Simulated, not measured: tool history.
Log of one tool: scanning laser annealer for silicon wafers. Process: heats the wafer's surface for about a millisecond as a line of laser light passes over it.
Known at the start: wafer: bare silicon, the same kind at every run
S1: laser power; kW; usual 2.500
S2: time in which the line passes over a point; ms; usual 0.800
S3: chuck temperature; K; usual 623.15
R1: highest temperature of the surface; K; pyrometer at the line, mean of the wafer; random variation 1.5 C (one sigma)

run	day	S1	S2	S3	R1
1	0.000	2.500	0.800	623.15	1381.15
2	0.412	2.500	0.800	623.15	1381.15
3	0.750	2.500	0.800	623.15	1380.15
4	1.238	2.500	0.800	623.15	1379.15
5	1.562	2.500	0.800	623.15	1382.15
6	1.962	2.273	0.800	623.15	1319.15
7	2.542	2.273	0.800	623.15	1318.15
8	2.875	2.500	0.800	623.15	1383.15
9	3.350	2.500	0.800	623.15	1380.15
10	4.021	2.258	0.800	623.15	1315.15
11	4.350	2.258	0.800	623.15	1314.15
12	4.833	2.649	0.800	623.15	1421.15
13	5.412	2.500	0.783	623.15	1372.15
14	5.992	2.500	0.783	623.15	1377.15
15	6.475	2.500	0.783	623.15	1373.15
16	7.038	2.500	0.783	623.15	1371.15
17	7.421	2.500	0.800	593.15	1349.15
18	7.929	2.500	0.800	593.15	1350.15
# day 8.083: laser's power meter calibrated
19	8.638	2.500	0.800	592.15	1350.15
20	9.171	2.500	0.800	623.15	1381.15
21	9.583	2.500	0.800	609.15	1367.15
22	9.900	2.500	0.800	609.15	1369.15
# day 10.246: laser's power meter calibrated, once more
23	10.550	2.500	0.800	609.15	1361.15
24	11.050	2.224	0.800	609.15	1286.15
25	11.350	2.673	0.730	587.15	1355.15
26	11.833	2.459	0.684	592.15	1279.15
27	12.467	2.696	0.603	592.15	1298.15
28	13.083	2.587	0.931	623.15	1453.15
# day 13.258: window over the wafer cleaned
29	13.633	2.587	0.931	623.15	1466.15
30	14.083	2.587	0.931	623.15	1468.15
31	14.429	2.500	0.701	623.15	1341.15
32	14.738	2.500	0.701	623.15	1339.15
33	15.171	2.500	0.701	623.15	1338.15
34	15.800	2.500	0.701	623.15	1340.15
35	16.121	2.500	0.810	607.15	1375.15
36	16.554	2.220	0.649	614.15	1234.15
37	16.838	2.220	0.649	614.15	1234.15
38	17.450	2.228	0.800	593.15	1279.15
39	18.108	2.719	0.673	654.15	1407.15
40	18.500	2.719	0.673	654.15	1410.15

Hidden state or all else? Some run-to-run changes of R1, split into what the settings, what came in and random variation would give without the hidden state, and what is left for the hidden state (with any gauge scatter that isn't in both results):
The hidden state here: light that passes the window, % of a clean one's; laser's true power over the reading, %; width of the line over the set one, %; drift of the gauge itself on peak_c, C.
Run 22 -> 23: laser's power meter calibrated, once more. R1 -8.00 K: hidden state -7.00, all else -1.00.
Run 27 -> 28: S1 2.696 -> 2.587, S2 0.603 -> 0.931, S3 592.15 -> 623.15. R1 +155.00 K: hidden state -3.00, all else +158.00.
Run 28 -> 29: window over the wafer cleaned. R1 +13.00 K: hidden state +10.00, all else +3.00.
Run 35 -> 36: S1 2.500 -> 2.220, S2 0.810 -> 0.649, S3 607.15 -> 614.15. R1 -141.00 K: hidden state +2.00, all else -143.00.
Run 38 -> 39: S1 2.228 -> 2.719, S2 0.800 -> 0.673, S3 593.15 -> 654.15. R1 +128.00 K: hidden state -1.00, all else +129.00.
